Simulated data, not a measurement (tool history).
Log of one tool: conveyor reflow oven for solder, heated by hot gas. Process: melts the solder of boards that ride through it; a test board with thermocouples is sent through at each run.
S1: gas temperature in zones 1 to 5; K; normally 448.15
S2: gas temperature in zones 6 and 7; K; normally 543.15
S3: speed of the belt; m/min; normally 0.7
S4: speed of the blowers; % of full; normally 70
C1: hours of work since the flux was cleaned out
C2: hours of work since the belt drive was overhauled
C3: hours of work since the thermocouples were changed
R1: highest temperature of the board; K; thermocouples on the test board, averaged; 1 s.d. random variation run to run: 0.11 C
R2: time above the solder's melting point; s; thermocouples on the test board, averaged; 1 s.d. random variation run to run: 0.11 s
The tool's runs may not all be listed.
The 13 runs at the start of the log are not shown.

run   hour      S1      S2     S3  S4   C1   C2   C3      R1    R2
 14  172.7  448.15  543.15  0.666  70  106  378  411  531.45  51.7
 15  186.8  448.15  547.15    0.7  70  114  387  420  533.55  49.8
 16    200  435.15  543.15  0.668  64  122  395  428  528.05  46.1
 17  209.4  461.15  557.15    0.7  70  128  401  434  544.55  57.5
 18  219.5  448.15  536.15    0.7  70  134  407  440  523.95  45.2
 19  232.1  448.15  536.15    0.7  70  142  415  448  523.95  45.1
 20  248.2  448.15  536.15    0.7  70  152  424  458  523.85  45.1
 21    265  448.15  538.15  0.821  73  162  435  468  521.45  36.2
 22  280.3  445.15  555.15  0.745  86  172  444  477  541.45  49.1
 23  296.9  448.15  553.15    0.7  51  182  454  488  533.55  49.1
 24  314.8  459.15  556.15  0.727  81  193  465  498  544.25  54.5
     321.7  -- flux residue cleaned out of gas plates and filters
 25  333.8  448.15  543.15  0.786  70    7  474  507  527.15  41.1
 26    352  459.15  543.15    0.7  70   19  485  518  532.05  52.5
 27  364.4  450.15  544.15  0.758  55   26  493  526  525.35  41.8
 28  373.4  450.15  544.15  0.758  55   32  498  531  525.45  41.8
 29  384.2  450.15  544.15  0.758  55   38  505  538  525.25  41.9
 30  401.1  448.15  543.15  0.769  76   49  515  548  528.95  43.3

Consider 3 possible next runs. They are alternatives, not a sequence: every one starts from the tool as it was left by run 30. What does each give?
  A  418.7  461.15  550.15  0.694  76  59  526  559   ?   ?
  B  418.7  448.15  543.15  0.609  80  59  526  559   ?   ?
  C  418.7  448.15  532.15  0.802  70  59  526  559   ?   ?

run      R1    R2
  A  540.05  56.8
  B  535.85  59.6
  C  517.15  34.9
Take away the tool's hidden state, keep each run's random variation, and the runs would have read:
run      R1    R2
  A  539.05  55.9
  B  534.85  58.6
  C  516.25  33.9
